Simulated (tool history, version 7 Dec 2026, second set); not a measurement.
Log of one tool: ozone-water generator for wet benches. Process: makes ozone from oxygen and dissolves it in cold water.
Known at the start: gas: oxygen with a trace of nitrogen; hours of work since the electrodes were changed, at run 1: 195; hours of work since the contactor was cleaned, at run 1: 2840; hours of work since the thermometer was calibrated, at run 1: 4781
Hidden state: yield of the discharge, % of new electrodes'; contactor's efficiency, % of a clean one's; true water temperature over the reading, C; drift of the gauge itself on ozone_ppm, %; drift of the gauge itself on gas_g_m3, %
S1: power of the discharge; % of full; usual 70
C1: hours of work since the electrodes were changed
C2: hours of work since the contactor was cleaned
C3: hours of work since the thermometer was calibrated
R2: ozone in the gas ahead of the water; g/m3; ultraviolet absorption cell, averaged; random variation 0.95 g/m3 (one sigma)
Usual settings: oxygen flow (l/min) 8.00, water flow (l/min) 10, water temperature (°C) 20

{"run": 1, "day": 0.0, "S1": 70, "oxygen flow (l/min)": 8.0, "water flow (l/min)": 10, "water temperature (°C)": 20, "C1": 195, "C2": 2840, "C3": 4781, "dissolved ozone (ppm)": 22.5, "R2": 162.3}
{"run": 2, "day": 1.917, "S1": 70, "oxygen flow (l/min)": 8.0, "water flow (l/min)": 10, "water temperature (°C)": 20, "C1": 240, "C2": 2885, "C3": 4826, "dissolved ozone (ppm)": 22.5, "R2": 161.9}
{"run": 3, "day": 4.467, "S1": 70, "oxygen flow (l/min)": 8.0, "water flow (l/min)": 10, "water temperature (°C)": 12, "C1": 300, "C2": 2945, "C3": 4886, "dissolved ozone (ppm)": 26.4, "R2": 163.2}
{"run": 4, "day": 6.179, "S1": 70, "oxygen flow (l/min)": 8.0, "water flow (l/min)": 10, "water temperature (°C)": 12, "C1": 341, "C2": 2985, "C3": 4926, "dissolved ozone (ppm)": 26.8, "R2": 162.3}
{"run": 5, "day": 8.417, "S1": 70, "oxygen flow (l/min)": 8.0, "water flow (l/min)": 10, "water temperature (°C)": 13, "C1": 393, "C2": 3038, "C3": 4979, "dissolved ozone (ppm)": 26.6, "R2": 161.0}
{"run": 6, "day": 10.083, "S1": 43, "oxygen flow (l/min)": 8.0, "water flow (l/min)": 10, "water temperature (°C)": 20, "C1": 433, "C2": 3077, "C3": 5018, "dissolved ozone (ppm)": 14.8, "R2": 105.7}
{"run": 7, "day": 12.854, "S1": 43, "oxygen flow (l/min)": 8.0, "water flow (l/min)": 10, "water temperature (°C)": 20, "C1": 498, "C2": 3142, "C3": 5083, "dissolved ozone (ppm)": 14.5, "R2": 105.9}
{"run": 8, "day": 15.567, "S1": 43, "oxygen flow (l/min)": 8.0, "water flow (l/min)": 10, "water temperature (°C)": 20, "C1": 562, "C2": 3206, "C3": 5147, "dissolved ozone (ppm)": 14.6, "R2": 104.8}
{"run": 9, "day": 17.496, "S1": 70, "oxygen flow (l/min)": 10.17, "water flow (l/min)": 10, "water temperature (°C)": 20, "C1": 607, "C2": 3251, "C3": 5192, "dissolved ozone (ppm)": 20.4, "R2": 139.0}
{"run": 10, "day": 18.883, "S1": 57, "oxygen flow (l/min)": 10.17, "water flow (l/min)": 10, "water temperature (°C)": 20, "C1": 640, "C2": 3284, "C3": 5225, "dissolved ozone (ppm)": 17.3, "R2": 116.2}
{"run": 11, "day": 21.558, "S1": 70, "oxygen flow (l/min)": 8.0, "water flow (l/min)": 10, "water temperature (°C)": 20, "C1": 702, "C2": 3347, "C3": 5288, "dissolved ozone (ppm)": 22.6, "R2": 161.3}
{"run": 12, "day": 23.858, "S1": 70, "oxygen flow (l/min)": 8.0, "water flow (l/min)": 10, "water temperature (°C)": 20, "C1": 757, "C2": 3401, "C3": 5342, "dissolved ozone (ppm)": 22.6, "R2": 161.3}
{"run": 13, "day": 26.025, "S1": 70, "oxygen flow (l/min)": 8.0, "water flow (l/min)": 10, "water temperature (°C)": 20, "C1": 808, "C2": 3452, "C3": 5393, "dissolved ozone (ppm)": 22.6, "R2": 162.5}
{"run": 14, "day": 28.279, "S1": 70, "oxygen flow (l/min)": 8.0, "water flow (l/min)": 9, "water temperature (°C)": 20, "C1": 861, "C2": 3505, "C3": 5446, "dissolved ozone (ppm)": 23.8, "R2": 162.0}
{"run": 15, "day": 30.85, "S1": 61, "oxygen flow (l/min)": 8.0, "water flow (l/min)": 13, "water temperature (°C)": 18, "C1": 921, "C2": 3565, "C3": 5506, "dissolved ozone (ppm)": 18.5, "R2": 142.8}
{"run": 16, "day": 33.333, "S1": 96, "oxygen flow (l/min)": 8.16, "water flow (l/min)": 9, "water temperature (°C)": 18, "C1": 979, "C2": 3624, "C3": 5565, "dissolved ozone (ppm)": 32.5, "R2": 210.6}
{"run": 17, "day": 34.721, "S1": 81, "oxygen flow (l/min)": 4.29, "water flow (l/min)": 15, "water temperature (°C)": 24, "C1": 1012, "C2": 3656, "C3": 5597, "dissolved ozone (ppm)": 22.2, "R2": 273.3}
{"run": 18, "day": 36.233, "S1": 81, "oxygen flow (l/min)": 9.67, "water flow (l/min)": 15, "water temperature (°C)": 18, "C1": 1048, "C2": 3692, "C3": 5633, "dissolved ozone (ppm)": 20.7, "R2": 163.2}
{"day": 36.796, "done": "water thermometer calibrated"}
{"run": 19, "day": 38.667, "S1": 70, "oxygen flow (l/min)": 4.02, "water flow (l/min)": 11, "water temperature (°C)": 20, "C1": 1104, "C2": 3749, "C3": 44, "dissolved ozone (ppm)": 26.0, "R2": 248.9}
{"run": 20, "day": 40.633, "S1": 42, "oxygen flow (l/min)": 11.21, "water flow (l/min)": 10, "water temperature (°C)": 14, "C1": 1151, "C2": 3795, "C3": 90, "dissolved ozone (ppm)": 14.5, "R2": 83.1}
{"run": 21, "day": 42.567, "S1": 42, "oxygen flow (l/min)": 11.21, "water flow (l/min)": 10, "water temperature (°C)": 14, "C1": 1196, "C2": 3841, "C3": 136, "dissolved ozone (ppm)": 14.5, "R2": 82.1}
{"run": 22, "day": 44.496, "S1": 42, "oxygen flow (l/min)": 11.21, "water flow (l/min)": 10, "water temperature (°C)": 14, "C1": 1241, "C2": 3886, "C3": 181, "dissolved ozone (ppm)": 14.8, "R2": 81.8}
{"run": 23, "day": 45.921, "S1": 42, "oxygen flow (l/min)": 11.21, "water flow (l/min)": 10, "water temperature (°C)": 14, "C1": 1275, "C2": 3919, "C3": 215, "dissolved ozone (ppm)": 14.5, "R2": 82.7}
{"run": 24, "day": 48.358, "S1": 41, "oxygen flow (l/min)": 13.8, "water flow (l/min)": 6, "water temperature (°C)": 19, "C1": 1332, "C2": 3977, "C3": 272, "dissolved ozone (ppm)": 13.4, "R2": 71.4}
{"run": 25, "day": 49.725, "S1": 41, "oxygen flow (l/min)": 6.58, "water flow (l/min)": 12, "water temperature (°C)": 14, "C1": 1365, "C2": 4009, "C3": 304, "dissolved ozone (ppm)": 15.2, "R2": 113.9}
{"run": 26, "day": 52.538, "S1": 47, "oxygen flow (l/min)": 9.74, "water flow (l/min)": 15, "water temperature (°C)": 14, "C1": 1431, "C2": 4075, "C3": 370, "dissolved ozone (ppm)": 13.9, "R2": 100.5}

Forecast each of these 5 alternatives for the next run:
{"run": "A", "day": 55.117, "S1": 70, "oxygen flow (l/min)": 8.0, "water flow (l/min)": 10, "water temperature (°C)": 25, "C1": 1491, "C2": 4136, "C3": 431, "dissolved ozone (ppm)": "?", "R2": "?"}
{"run": "B", "day": 55.117, "S1": 70, "oxygen flow (l/min)": 5.46, "water flow (l/min)": 8, "water temperature (°C)": 20, "C1": 1491, "C2": 4136, "C3": 431, "dissolved ozone (ppm)": "?", "R2": "?"}
{"run": "C", "day": 55.117, "S1": 81, "oxygen flow (l/min)": 9.68, "water flow (l/min)": 10, "water temperature (°C)": 21, "C1": 1491, "C2": 4136, "C3": 431, "dissolved ozone (ppm)": "?", "R2": "?"}
{"run": "D", "day": 55.117, "S1": 42, "oxygen flow (l/min)": 8.0, "water flow (l/min)": 10, "water temperature (°C)": 20, "C1": 1491, "C2": 4136, "C3": 431, "dissolved ozone (ppm)": "?", "R2": "?"}
{"run": "E", "day": 55.117, "S1": 59, "oxygen flow (l/min)": 7.68, "water flow (l/min)": 16, "water temperature (°C)": 20, "C1": 1491, "C2": 4136, "C3": 431, "dissolved ozone (ppm)": "?", "R2": "?"}

run=A dissolved_ozone_(ppm)=19.8 R2=162.0
run=B dissolved_ozone_(ppm)=28.5 R2=205.8
run=C dissolved_ozone_(ppm)=23.0 R2=163.3
run=D dissolved_ozone_(ppm)=14.3 R2=102.6
run=E dissolved_ozone_(ppm)=15.6 R2=144.1
Without the tool's hidden state the same runs would have given:
run=A dissolved_ozone_(ppm)=19.9 R2=162.1
run=B dissolved_ozone_(ppm)=28.5 R2=205.8
run=C dissolved_ozone_(ppm)=23.0 R2=163.4
run=D dissolved_ozone_(ppm)=14.3 R2=102.6
run=E dissolved_ozone_(ppm)=15.6 R2=144.2
